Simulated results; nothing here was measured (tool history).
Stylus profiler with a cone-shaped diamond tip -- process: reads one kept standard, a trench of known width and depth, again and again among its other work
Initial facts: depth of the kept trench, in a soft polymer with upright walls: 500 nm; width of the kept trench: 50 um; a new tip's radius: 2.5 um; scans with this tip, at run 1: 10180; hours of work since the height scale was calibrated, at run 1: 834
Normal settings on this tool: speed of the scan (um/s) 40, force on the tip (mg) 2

run   hour  speed of the scan (um/s)  force on the tip (mg)  scans with this tip  hours of work since the height scale was calibrated  depth of the trench (Å)  width of the trench's floor (nm)
  1      0                        40                      2                10180                                                  834                   5010.8                             45430
  2  103.8                        40                   2.02                10960                                                  898                   5009.7                             45290
  3  149.8                        40                   5.07                11307                                                  926                   5033.6                             45370
  4  232.3                        40                      2                11927                                                  977                   5004.1                             45200
     240.3  -- height scale calibrated on a step standard
  5  288.4                        40                   2.39                12345                                                   30                   4997.6                             45190
  6  370.8                        40                   2.39                12965                                                   80                   5001.6                             45200
  7  472.1                        40                   2.39                13727                                                  143                   4996.7                             45080
  8  530.1                        97                    2.8                14163                                                  178                   5000.7                             44700
     603.4  -- height scale calibrated on a step standard, once more
  9  623.7                        97                    2.8                14863                                                   13                   5034.4                             44680
 10  675.3                        97                   1.09                15251                                                   44                   5015.8                             44360
 11    753                        97                   1.09                15836                                                   92                   5014.5                             44300
 12  839.9                       100                   1.37                16489                                                  146                   5017.5                             44340
 13  916.1                       100                   1.37                17063                                                  193                   5014.7                             44230

Below are 3 alternative next runs, each starting from the tool's condition after run 13. Predict each:
  A  1006.4                        39                   4.71                17741                                                  248                        ?                                 ?
  B  1006.4                        21                   1.37                17741                                                  248                        ?                                 ?
  C  1006.4                        24                   1.33                17741                                                  248                        ?                                 ?

run  depth of the trench (Å)  width of the trench's floor (nm)
  A                   5044.4                             44790
  B                   5012.5                             44830
  C                   5017.3                             44750
Stripped of hidden state, with their random variation kept, the same runs would have yielded:
run  depth of the trench (Å)  width of the trench's floor (nm)
  A                     5053                             46850
  B                   5020.9                             46900
  C                   5025.8                             46810
